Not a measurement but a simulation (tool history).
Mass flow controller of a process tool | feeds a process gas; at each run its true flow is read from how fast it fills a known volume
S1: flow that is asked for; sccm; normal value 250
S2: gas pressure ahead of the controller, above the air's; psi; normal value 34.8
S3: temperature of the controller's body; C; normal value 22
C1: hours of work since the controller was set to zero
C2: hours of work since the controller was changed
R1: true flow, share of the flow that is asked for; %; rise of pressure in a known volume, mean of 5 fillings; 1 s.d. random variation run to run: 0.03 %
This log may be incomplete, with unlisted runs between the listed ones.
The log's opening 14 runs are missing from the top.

run 15 hour=758.3 | S1=250 S2=34.8 S3=40 | C1=1342 C2=1342 | R1=100.51
run 16 hour=836.7 | S1=250 S2=34.8 S3=40 | C1=1378 C2=1378 | R1=100.49
run 17 hour=901.1 | S1=250 S2=23.1 S3=40 | C1=1407 C2=1407 | R1=100.24
run 18 hour=941.2 | S1=250 S2=34.8 S3=39 | C1=1426 C2=1426 | R1=100.52
run 19 hour=992.9 | S1=250 S2=34.8 S3=39 | C1=1449 C2=1449 | R1=100.44
run 20 hour=1060.9 | S1=362 S2=38 S3=27 | C1=1480 C2=1480 | R1=100.11
run 21 hour=1095.6 | S1=362 S2=38 S3=35 | C1=1496 C2=1496 | R1=100.68
run 22 hour=1144.6 | S1=362 S2=38 S3=35 | C1=1518 C2=1518 | R1=100.62
run 23 hour=1217.5 | S1=256 S2=30.9 S3=21 | C1=1551 C2=1551 | R1=99.2
run 24 hour=1267.2 | S1=81 S2=34.8 S3=32 | C1=1574 C2=1574 | R1=98.86
run 25 hour=1327.7 | S1=419 S2=34.8 S3=38 | C1=1601 C2=1601 | R1=100.91
run 26 hour=1404.3 | S1=57 S2=38.9 S3=38 | C1=1636 C2=1636 | R1=98.75
run 27 hour=1469.7 | S1=57 S2=38.9 S3=38 | C1=1666 C2=1666 | R1=98.69
run 28 hour=1513.4 | S1=314 S2=30.7 S3=38 | C1=1685 C2=1685 | R1=100.52
run 29 hour=1550.1 | S1=250 S2=21 S3=22 | C1=1702 C2=1702 | R1=99.02
run 30 hour=1621.5 | S1=250 S2=37.6 S3=39 | C1=1735 C2=1735 | R1=100.56
run 31 hour=1679.2 | S1=250 S2=27.7 S3=26 | C1=1761 C2=1761 | R1=99.43
run 32 hour=1746.2 | S1=326 S2=34.8 S3=22 | C1=1791 C2=1791 | R1=99.61
run 33 hour=1808 | S1=326 S2=34.8 S3=22 | C1=1819 C2=1819 | R1=99.56
run 34 hour=1875.5 | S1=326 S2=25.5 S3=25 | C1=1850 C2=1850 | R1=99.65
run 35 hour=1946.9 | S1=326 S2=25.5 S3=25 | C1=1882 C2=1882 | R1=99.6
run 36 hour=2023.3 | S1=326 S2=25.5 S3=25 | C1=1917 C2=1917 | R1=99.52
run 37 hour=2098.8 | S1=183 S2=25.5 S3=21 | C1=1951 C2=1951 | R1=98.69

Each row is a separate what-if for the run after 37, all from the same tool condition, not one after another. Results?
run A hour=2139.1 | S1=183 S2=25.5 S3=30 | C1=1970 C2=1970 | R1=?
run B hour=2139.1 | S1=76 S2=31.8 S3=27 | C1=1970 C2=1970 | R1=?
run C hour=2139.1 | S1=92 S2=37 S3=34 | C1=1970 C2=1970 | R1=?
run D hour=2139.1 | S1=154 S2=36.3 S3=34 | C1=1970 C2=1970 | R1=?
run E hour=2139.1 | S1=283 S2=25.5 S3=21 | C1=1970 C2=1970 | R1=?

run=A R1=99.25
run=B R1=98.16
run=C R1=99.03
run=D R1=99.69
run=E R1=99.14
Without the tool's unlogged condition, the same runs would have read:
run=A R1=99.5
run=B R1=99.3
run=C R1=99.91
run=D R1=100.06
run=E R1=99.16
